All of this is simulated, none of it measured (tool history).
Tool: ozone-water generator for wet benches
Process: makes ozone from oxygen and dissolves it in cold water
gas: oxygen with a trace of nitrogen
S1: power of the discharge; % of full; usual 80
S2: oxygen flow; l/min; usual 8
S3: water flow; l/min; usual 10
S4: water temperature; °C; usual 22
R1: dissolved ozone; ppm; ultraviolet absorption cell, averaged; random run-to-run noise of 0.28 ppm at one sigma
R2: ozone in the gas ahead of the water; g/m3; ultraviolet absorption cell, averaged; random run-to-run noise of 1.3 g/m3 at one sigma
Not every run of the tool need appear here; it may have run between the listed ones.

run   hour  S1  S2  S3  S4    R1     R2
  1      0  80   8  10  22  39.8  234.6
  2  127.2  80   8  10  22  40.1  231.6
  3  220.3  80   8  10  22  39.2  233.1
  4  298.2  80   8  10  22  39.7    233
  5  364.4  80   8  10  18  43.5  232.1
  6  476.7  80   8  10  18  43.6  234.1
  7  570.2  80   8  10  18  43.4  230.5
  8  651.2  80   8  10  18  43.2  233.4
  9  715.6  80   8  10  18  43.2  233.4
 10  822.8  80   8  10  18  43.1  233.7

The next listed run, before its measurement:
 11   933  60  4.64   9  20   ?   ?

R1: 39.4 ppm
R2: 247.1 g/m3
Take away the tool's hidden state, keep the run-to-run variation as it was, and the same run would have given R1 42.8 ppm, R2 258.5 g/m3.

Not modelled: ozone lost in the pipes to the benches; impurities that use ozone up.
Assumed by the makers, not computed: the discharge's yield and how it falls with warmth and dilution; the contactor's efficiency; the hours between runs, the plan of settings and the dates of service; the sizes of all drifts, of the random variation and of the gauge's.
